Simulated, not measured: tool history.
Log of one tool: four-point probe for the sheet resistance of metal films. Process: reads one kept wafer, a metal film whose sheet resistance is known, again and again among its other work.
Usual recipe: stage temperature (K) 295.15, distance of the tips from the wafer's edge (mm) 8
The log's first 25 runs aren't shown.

run     day  stage temperature (K)  distance of the tips from the wafer's edge (mm)  sheet resistance as the instrument gives it (ohm/square)
 26  52.721                 303.15                                               29                                                  7.895877
 27  55.225                 303.15                                               29                                                  7.894311
 28  57.633                 306.15                                               17                                                   7.90285
     57.896  -- stage's thermometer calibrated
 29  58.929                 296.15                                                7                                                  8.044737
 30  61.654                 293.15                                                9                                                  7.994455
 31  62.992                 293.15                                                9                                                  7.995815
 32  65.175                 293.15                                                9                                                  7.993241
 33  66.471                 308.15                                                8                                                  7.975581
 34  69.008                 292.15                                                8                                                  8.017823

Forecast run 35:
     70.567  -- stage's thermometer calibrated, once more
 35  71.775                 294.15                                               24                                                         ?

{"run 35": {"sheet resistance as the instrument gives it (ohm/square)": 7.903734}}
Were there no unlogged condition in the tool, this run, its random variation unchanged, would have produced sheet resistance as the instrument gives it (ohm/square) 8.033097.

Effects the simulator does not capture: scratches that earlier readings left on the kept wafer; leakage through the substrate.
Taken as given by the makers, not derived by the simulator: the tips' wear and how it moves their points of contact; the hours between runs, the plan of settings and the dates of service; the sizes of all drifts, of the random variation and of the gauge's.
